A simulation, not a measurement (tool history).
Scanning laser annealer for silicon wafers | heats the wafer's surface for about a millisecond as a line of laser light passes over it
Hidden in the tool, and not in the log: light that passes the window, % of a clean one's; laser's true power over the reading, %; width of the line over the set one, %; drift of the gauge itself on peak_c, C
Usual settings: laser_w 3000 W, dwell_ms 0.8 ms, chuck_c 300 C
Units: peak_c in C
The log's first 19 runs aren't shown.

run	hour	laser_w	dwell_ms	chuck_c	hours of work since the window was cleaned	hours of work since the power meter was calibrated	hours of work since the optics were aligned	peak_c
20	471	2723	0.8	303	333	333	243	1023
21	501.8	2723	0.8	303	346	346	256	1021
22	522.1	2669	0.827	325	354	354	265	1040
23	536	2847	0.8	307	360	360	270	1058
24	552.3	2931	0.93	307	367	367	277	1135
25	568.9	2881	0.93	307	374	374	284	1118
26	589.9	2679	0.954	324	383	383	293	1087
27	618.4	3000	0.643	300	395	395	305	1017
28	647.3	3171	0.696	264	407	407	317	1046
29	680.5	3000	0.722	334	421	421	331	1088
30	705.3	2674	0.881	310	431	431	342	1041
31	721.2	3000	0.8	317	438	438	348	1102
32	742.5	3003	0.8	327	447	447	357	1113
33	757.8	3003	0.8	327	453	453	364	1110
34	778.2	2592	0.8	277	462	462	372	953
35	807.5	3000	0.8	340	474	474	384	1121
36	824.8	3176	0.566	280	482	482	392	990
37	845.8	3197	0.566	323	490	490	401	1043

5 ways to go on from here, each from the tool as it stands after run 37. What would each give?
A	862.1	3197	0.966	285	497	497	407	?
B	862.1	2615	0.8	320	497	497	407	?
C	862.1	2661	0.666	299	497	497	407	?
D	862.1	2825	0.744	323	497	497	407	?
E	862.1	3000	0.722	300	497	497	407	?

run	peak_c
A	1188
B	1001
C	940
D	1037
E	1046
Without the tool's hidden state the same runs would have given:
run	peak_c
A	1227
B	1030
C	967
D	1068
E	1078
